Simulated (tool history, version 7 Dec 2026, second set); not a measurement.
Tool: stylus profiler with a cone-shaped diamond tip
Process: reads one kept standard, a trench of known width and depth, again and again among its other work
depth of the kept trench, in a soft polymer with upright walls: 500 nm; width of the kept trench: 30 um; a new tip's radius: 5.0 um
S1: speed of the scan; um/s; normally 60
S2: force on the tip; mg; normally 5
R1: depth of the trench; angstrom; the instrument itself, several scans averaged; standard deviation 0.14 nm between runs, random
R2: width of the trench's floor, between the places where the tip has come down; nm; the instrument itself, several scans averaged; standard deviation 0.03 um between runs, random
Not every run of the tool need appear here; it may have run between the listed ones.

{"run": 1, "hour": 0.0, "S1": 60, "S2": 5, "R1": 5066.2, "R2": 25350}
{"run": 2, "hour": 44.7, "S1": 60, "S2": 5, "R1": 5065.2, "R2": 25440}
{"run": 3, "hour": 73.7, "S1": 60, "S2": 5, "R1": 5067.1, "R2": 25380}
{"run": 4, "hour": 102.7, "S1": 60, "S2": 5, "R1": 5065.7, "R2": 25410}
{"run": 5, "hour": 142.6, "S1": 60, "S2": 5, "R1": 5067.3, "R2": 25360}
{"run": 6, "hour": 179.1, "S1": 60, "S2": 5.89, "R1": 5074, "R2": 25440}
{"run": 7, "hour": 229.3, "S1": 60, "S2": 1.71, "R1": 5032.8, "R2": 25220}
{"run": 8, "hour": 277.6, "S1": 60, "S2": 13.54, "R1": 5130.2, "R2": 25520}
{"run": 9, "hour": 321.2, "S1": 60, "S2": 13.54, "R1": 5127.7, "R2": 25490}
{"run": 10, "hour": 358.1, "S1": 60, "S2": 5, "R1": 5067.1, "R2": 25400}
{"run": 11, "hour": 383.2, "S1": 60, "S2": 7.08, "R1": 5081.5, "R2": 25450}
{"run": 12, "hour": 410.1, "S1": 60, "S2": 7.08, "R1": 5082.5, "R2": 25430}
{"run": 13, "hour": 435.1, "S1": 60, "S2": 7.08, "R1": 5085.5, "R2": 25500}
{"run": 14, "hour": 476.1, "S1": 60, "S2": 7.08, "R1": 5081.9, "R2": 25450}
{"run": 15, "hour": 517.8, "S1": 60, "S2": 7.08, "R1": 5082.8, "R2": 25430}
{"run": 16, "hour": 555.1, "S1": 25, "S2": 5, "R1": 5065.4, "R2": 25520}
{"run": 17, "hour": 598.5, "S1": 25, "S2": 5, "R1": 5065.3, "R2": 25490}
{"run": 18, "hour": 644.0, "S1": 25, "S2": 5, "R1": 5064.3, "R2": 25570}
{"run": 19, "hour": 666.8, "S1": 43, "S2": 5, "R1": 5064.5, "R2": 25490}
{"run": 20, "hour": 712.4, "S1": 60, "S2": 3.3, "R1": 5051.7, "R2": 25300}
{"run": 21, "hour": 747.1, "S1": 60, "S2": 3.3, "R1": 5050.8, "R2": 25400}
{"run": 22, "hour": 785.8, "S1": 60, "S2": 3.3, "R1": 5049.5, "R2": 25370}
{"run": 23, "hour": 822.9, "S1": 30, "S2": 6.98, "R1": 5081.4, "R2": 25540}
{"run": 24, "hour": 850.1, "S1": 143, "S2": 2.9, "R1": 5045.8, "R2": 24910}
{"run": 25, "hour": 872.5, "S1": 37, "S2": 7.93, "R1": 5091.6, "R2": 25490}
{"run": 26, "hour": 913.4, "S1": 60, "S2": 1.81, "R1": 5036.8, "R2": 25210}
{"run": 27, "hour": 942.8, "S1": 60, "S2": 1.81, "R1": 5033.1, "R2": 25220}
{"run": 28, "hour": 989.8, "S1": 182, "S2": 5.54, "R1": 5069.1, "R2": 24970}
{"run": 29, "hour": 1034.4, "S1": 72, "S2": 5.54, "R1": 5070.1, "R2": 25320}
{"run": 30, "hour": 1089.6, "S1": 21, "S2": 6.35, "R1": 5074.8, "R2": 25580}
{"run": 31, "hour": 1127.4, "S1": 237, "S2": 5, "R1": 5067.3, "R2": 24640}
{"run": 32, "hour": 1163.6, "S1": 28, "S2": 5, "R1": 5064.8, "R2": 25550}
{"run": 33, "hour": 1192.2, "S1": 42, "S2": 5.35, "R1": 5067.9, "R2": 25430}
{"run": 34, "hour": 1245.0, "S1": 103, "S2": 5, "R1": 5064.3, "R2": 25240}
{"run": 35, "hour": 1289.9, "S1": 22, "S2": 6.96, "R1": 5079.1, "R2": 25530}
{"run": 36, "hour": 1317.0, "S1": 22, "S2": 6.96, "R1": 5080.2, "R2": 25610}

4 ways to go on from here, each from the tool as it stands after run 36. What would each give?
{"run": "A", "hour": 1365.2, "S1": 22, "S2": 11.46, "R1": "?", "R2": "?"}
{"run": "B", "hour": 1365.2, "S1": 68, "S2": 1.88, "R1": "?", "R2": "?"}
{"run": "C", "hour": 1365.2, "S1": 30, "S2": 5.81, "R1": "?", "R2": "?"}
{"run": "D", "hour": 1365.2, "S1": 215, "S2": 5.71, "R1": "?", "R2": "?"}

run=A R1=5116.1 R2=25550
run=B R1=5036.1 R2=25190
run=C R1=5071.7 R2=25510
run=D R1=5071.5 R2=24770
Without the tool's unlogged condition, the same runs would have read:
run=A R1=5116.2 R2=25560
run=B R1=5036.2 R2=25190
run=C R1=5071.8 R2=25510
run=D R1=5071.6 R2=24780
